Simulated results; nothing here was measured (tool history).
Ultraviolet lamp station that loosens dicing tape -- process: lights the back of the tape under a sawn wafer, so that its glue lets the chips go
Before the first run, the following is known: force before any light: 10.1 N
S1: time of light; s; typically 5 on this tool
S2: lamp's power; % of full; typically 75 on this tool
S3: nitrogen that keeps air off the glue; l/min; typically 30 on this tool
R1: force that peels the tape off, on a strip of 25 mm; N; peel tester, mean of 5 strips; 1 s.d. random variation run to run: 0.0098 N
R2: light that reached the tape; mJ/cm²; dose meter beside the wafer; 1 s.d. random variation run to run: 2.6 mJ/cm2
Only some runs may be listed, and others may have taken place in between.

Run 1, hour 0.0: usual settings. Result: R1 0.617 N, R2 287 mJ/cm².
Run 2, hour 27.2: usual settings. Result: R1 0.656 N, R2 284 mJ/cm².
Run 3, hour 41.2: usual settings. Result: R1 0.638 N, R2 284 mJ/cm².
Run 4, hour 74.7: usual settings but S3 21 l/min. Result: R1 0.773 N, R2 280 mJ/cm².
Run 5, hour 91.2: usual settings. Result: R1 0.661 N, R2 279 mJ/cm².
Run 6, hour 108.3: usual settings. Result: R1 0.687 N, R2 276 mJ/cm².
Run 7, hour 126.3: usual settings but S3 42 l/min. Result: R1 0.595 N, R2 278 mJ/cm².
Run 8, hour 139.9: usual settings but S3 42 l/min. Result: R1 0.599 N, R2 277 mJ/cm².
Run 9, hour 165.2: usual settings but S3 42 l/min. Result: R1 0.620 N, R2 271 mJ/cm².
Run 10, hour 186.5: usual settings but S3 42 l/min. Result: R1 0.602 N, R2 270 mJ/cm².
Run 11, hour 211.8: usual settings but S3 41 l/min. Result: R1 0.646 N, R2 267 mJ/cm².
Run 12, hour 242.3: usual settings. Result: R1 0.759 N, R2 267 mJ/cm².
At hour 256.8: window cleaned of glue's vapour.
Run 13, hour 260.3: usual settings. Result: R1 0.528 N, R2 314 mJ/cm².
Run 14, hour 275.7: usual settings but S3 15 l/min. Result: R1 0.808 N, R2 312 mJ/cm².
Run 15, hour 290.0: usual settings but S1 8 s. Result: R1 0.201 N, R2 499 mJ/cm².
Run 16, hour 320.9: usual settings but S1 8 s. Result: R1 0.221 N, R2 486 mJ/cm².
Run 17, hour 352.1: usual settings but S2 69 % of full, S3 33 l/min. Result: R1 0.628 N, R2 279 mJ/cm².
Run 18, hour 380.0: usual settings but S2 69 % of full, S3 33 l/min. Result: R1 0.642 N, R2 277 mJ/cm².
Run 19, hour 398.5: usual settings but S1 4 s, S2 88 % of full, S3 33 l/min. Result: R1 0.637 N, R2 286 mJ/cm².
Run 20, hour 416.6: usual settings but S1 4 s, S2 88 % of full, S3 33 l/min. Result: R1 0.626 N, R2 283 mJ/cm².
Run 21, hour 448.3: usual settings but S2 71 % of full. Result: R1 0.692 N, R2 277 mJ/cm².
Run 22, hour 463.8: usual settings but S1 2 s, S2 67 % of full, S3 18 l/min. Result: R1 3.872 N, R2 104 mJ/cm².
Run 23, hour 481.2: usual settings but S1 2 s, S2 90 % of full, S3 23 l/min. Result: R1 2.531 N, R2 140 mJ/cm².
Run 24, hour 505.7: usual settings but S1 2 s, S2 97 % of full, S3 21 l/min. Result: R1 2.459 N, R2 151 mJ/cm².
Run 25, hour 528.7: usual settings but S1 4 s, S2 97 % of full, S3 10 l/min. Result: R1 1.112 N, R2 298 mJ/cm².
Run 26, hour 561.1: usual settings but S1 2 s, S2 99 % of full, S3 42 l/min. Result: R1 1.915 N, R2 150 mJ/cm².
Run 27, hour 587.4: usual settings but S1 2 s, S2 99 % of full, S3 42 l/min. Result: R1 1.969 N, R2 152 mJ/cm².
Run 28, hour 607.7: usual settings but S2 91 % of full, S3 13 l/min. Result: R1 0.696 N, R2 340 mJ/cm².
Run 29, hour 624.4: usual settings but S1 8 s, S2 74 % of full, S3 14 l/min. Result: R1 0.398 N, R2 439 mJ/cm².
Run 30, hour 651.7: usual settings but S1 8 s, S2 74 % of full, S3 14 l/min. Result: R1 0.375 N, R2 440 mJ/cm².
Run 31, hour 682.7: usual settings but S1 3 s, S2 70 % of full, S3 20 l/min. Result: R1 2.405 N, R2 155 mJ/cm².
Run 32, hour 697.6: usual settings but S1 3 s, S2 70 % of full, S3 20 l/min. Result: R1 2.509 N, R2 153 mJ/cm².

Some steps in R1 between neighbouring runs. How much of each would the tool show without its hidden state too (settings, what came in, random variation), and how much is left for the hidden state, with any gauge scatter that isn't in both results?
Hidden conditions of the tool in this case: lamp's light, % of a new lamp's; light that the window lets through, % of a clean one's; drift of the gauge itself on peel_n, %; drift of the gauge itself on dose_mj_cm2, %.
Run 21 -> 22: S1 5 -> 2, S2 71 -> 67, S3 30 -> 18. R1 +3.180 N: hidden state +0.350, all else +2.830.
Run 24 -> 25: S1 2 -> 4, S3 21 -> 10. R1 -1.347 N: hidden state -0.186, all else -1.161.
Run 27 -> 28: S1 2 -> 5, S2 99 -> 91, S3 42 -> 13. R1 -1.273 N: hidden state -0.291, all else -0.982.
Run 30 -> 31: S1 8 -> 3, S2 74 -> 70, S3 14 -> 20. R1 +2.030 N: hidden state +0.558, all else +1.472.
